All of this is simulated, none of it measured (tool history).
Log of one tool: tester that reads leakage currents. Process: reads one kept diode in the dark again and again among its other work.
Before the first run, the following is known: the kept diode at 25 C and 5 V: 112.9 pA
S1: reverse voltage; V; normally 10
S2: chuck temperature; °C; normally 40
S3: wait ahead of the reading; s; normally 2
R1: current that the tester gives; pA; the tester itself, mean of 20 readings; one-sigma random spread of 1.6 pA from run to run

| run | hour | S1 | S2 | S3 | R1 |
|---|---|---|---|---|---|
| 1 | 0 | 10 | 40 | 2 | 504.21 |
|  | 165.9 | tester calibrated |
| 2 | 189.6 | 10 | 40 | 2 | 507.68 |
| 3 | 419.7 | 10 | 40 | 2 | 501.19 |
| 4 | 562.5 | 10 | 40 | 2 | 500.42 |
| 5 | 801.9 | 3.6 | 40 | 2 | 296.42 |
| 6 | 1006.5 | 3.6 | 40 | 2 | 297.36 |
| 7 | 1262.1 | 3.6 | 40 | 2 | 292.62 |
| 8 | 1433.7 | 3.6 | 40 | 2 | 288.56 |
| 9 | 1606.4 | 3.6 | 40 | 2 | 288.87 |
|  | 1646.5 | probe card cleaned and baked |
|  | 1684.3 | chuck's temperature calibrated |
| 10 | 1769.9 | 3.6 | 40 | 0.98 | 314.63 |
| 11 | 1998.7 | 10 | 29 | 2 | 219.39 |
| 12 | 2260.5 | 10 | 29 | 2 | 219.35 |
| 13 | 2407.2 | 10 | 29 | 2 | 218.01 |
| 14 | 2595.3 | 10 | 29 | 2 | 218.13 |
| 15 | 2751.7 | 10 | 29 | 2 | 215.84 |
| 16 | 2980.7 | 10 | 40 | 0.82 | 492.12 |
|  | 3002 | tester calibrated |
| 17 | 3154.5 | 3.3 | 22 | 0.41 | 74.17 |
|  | 3361.2 | probe card cleaned and baked |
| 18 | 3361.2 | 3.3 | 21 | 1.58 | 59.93 |
| 19 | 3533.6 | 3.3 | 21 | 1.58 | 59.93 |
|  | 3729.1 | chuck's temperature calibrated |
| 20 | 3750.4 | 3.3 | 21 | 5.36 | 67.84 |
| 21 | 3944.1 | 1.1 | 43 | 2.5 | 222.1 |
| 22 | 4065.3 | 10 | 40 | 3.64 | 520.02 |
| 23 | 4241 | 16.7 | 60 | 2 | 2689.74 |
| 24 | 4362.4 | 2 | 60 | 2 | 955.05 |
| 25 | 4536.9 | 10 | 21 | 1.13 | 123.15 |
| 26 | 4739.7 | 17.3 | 22 | 0.55 | 189.06 |
| 27 | 4995.8 | 8.7 | 25 | 0.55 | 157.51 |
|  | 5085.4 | probe card cleaned and baked |
| 28 | 5148.6 | 4.8 | 32 | 0.41 | 182.18 |
| 29 | 5382.9 | 3.9 | 25 | 9 | 91.01 |
| 30 | 5489.7 | 10 | 21 | 2 | 105.99 |
| 31 | 5735.5 | 7.1 | 23 | 2 | 104.47 |

Predict each of these 3 candidate next runs independently; none follows another, all start after run 31:
|  | 5777.2 | chuck's temperature calibrated |
|  | 5826.9 | tester calibrated |
| A | 5989.6 | 10 | 31 | 2 | ? |
|  | 5777.2 | chuck's temperature calibrated |
|  | 5826.9 | tester calibrated |
| B | 5989.6 | 10 | 40 | 0.45 | ? |
|  | 5777.2 | chuck's temperature calibrated |
|  | 5826.9 | tester calibrated |
| C | 5989.6 | 4.4 | 23 | 0.33 | ? |

| run | R1 |
|---|---|
| A | 266.82 |
| B | 528.86 |
| C | 97.16 |
Stripped of hidden state, with their random variation kept, the same runs would have yielded:
| run | R1 |
|---|---|
| A | 260.58 |
| B | 526.61 |
| C | 94.12 |

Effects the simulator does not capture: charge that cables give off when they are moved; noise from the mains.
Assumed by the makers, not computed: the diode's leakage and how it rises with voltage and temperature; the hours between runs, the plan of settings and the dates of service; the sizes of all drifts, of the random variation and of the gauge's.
